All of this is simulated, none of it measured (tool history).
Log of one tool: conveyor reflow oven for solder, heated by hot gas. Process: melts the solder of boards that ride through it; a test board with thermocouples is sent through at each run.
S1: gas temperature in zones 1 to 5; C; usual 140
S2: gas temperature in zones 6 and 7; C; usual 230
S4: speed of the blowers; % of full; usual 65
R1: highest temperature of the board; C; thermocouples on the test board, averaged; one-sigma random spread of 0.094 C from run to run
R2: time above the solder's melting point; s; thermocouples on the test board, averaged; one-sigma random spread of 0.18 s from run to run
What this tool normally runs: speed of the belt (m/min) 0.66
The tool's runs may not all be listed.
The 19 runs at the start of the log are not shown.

{"run": 20, "hour": 124.7, "S1": 133, "S2": 230, "speed of the belt (m/min)": 0.668, "S4": 70, "R1": 214.69, "R2": 50.9}
{"run": 21, "hour": 128.5, "S1": 138, "S2": 233, "speed of the belt (m/min)": 0.668, "S4": 70, "R1": 218.14, "R2": 55}
{"run": 22, "hour": 136.7, "S1": 128, "S2": 229, "speed of the belt (m/min)": 0.66, "S4": 65, "R1": 211.87, "R2": 47.2}
{"run": 23, "hour": 142.0, "S1": 128, "S2": 238, "speed of the belt (m/min)": 0.675, "S4": 65, "R1": 218.84, "R2": 50.9}
{"run": 24, "hour": 151.5, "S1": 140, "S2": 233, "speed of the belt (m/min)": 0.768, "S4": 69, "R1": 213.85, "R2": 44.6}
{"hour": 160.6, "done": "flux residue cleaned out of gas plates and filters"}
{"run": 25, "hour": 165.0, "S1": 147, "S2": 233, "speed of the belt (m/min)": 0.768, "S4": 87, "R1": 220, "R2": 51.5}
{"run": 26, "hour": 172.7, "S1": 147, "S2": 233, "speed of the belt (m/min)": 0.768, "S4": 87, "R1": 220.23, "R2": 51.7}
{"run": 27, "hour": 179.3, "S1": 129, "S2": 225, "speed of the belt (m/min)": 0.545, "S4": 73, "R1": 215.83, "R2": 63.9}
{"run": 28, "hour": 183.9, "S1": 129, "S2": 225, "speed of the belt (m/min)": 0.763, "S4": 73, "R1": 206.41, "R2": 36.6}
{"run": 29, "hour": 189.6, "S1": 129, "S2": 225, "speed of the belt (m/min)": 0.763, "S4": 73, "R1": 206.46, "R2": 36.1}
{"run": 30, "hour": 196.6, "S1": 129, "S2": 225, "speed of the belt (m/min)": 0.763, "S4": 73, "R1": 206.55, "R2": 36.5}

What if the next run were any one of these 5? Each begins from the tool's condition after run 30:
{"run": "A", "hour": 201.7, "S1": 141, "S2": 236, "speed of the belt (m/min)": 0.763, "S4": 86, "R1": "?", "R2": "?"}
{"run": "B", "hour": 201.7, "S1": 134, "S2": 230, "speed of the belt (m/min)": 0.751, "S4": 55, "R1": "?", "R2": "?"}
{"run": "C", "hour": 201.7, "S1": 125, "S2": 225, "speed of the belt (m/min)": 0.548, "S4": 82, "R1": "?", "R2": "?"}
{"run": "D", "hour": 201.7, "S1": 129, "S2": 221, "speed of the belt (m/min)": 0.553, "S4": 79, "R1": "?", "R2": "?"}
{"run": "E", "hour": 201.7, "S1": 155, "S2": 230, "speed of the belt (m/min)": 0.645, "S4": 65, "R1": "?", "R2": "?"}

run=A R1=221.8 R2=50.9
run=B R1=205.05 R2=34.9
run=C R1=217.19 R2=64.6
run=D R1=213.06 R2=61.7
run=E R1=217.83 R2=63.1
Take away the tool's hidden state, keep each run's random variation, and the runs would have read:
run=A R1=221.79 R2=50.9
run=B R1=205.03 R2=34.9
run=C R1=217.17 R2=64.6
run=D R1=213.04 R2=61.7
run=E R1=217.82 R2=63.1
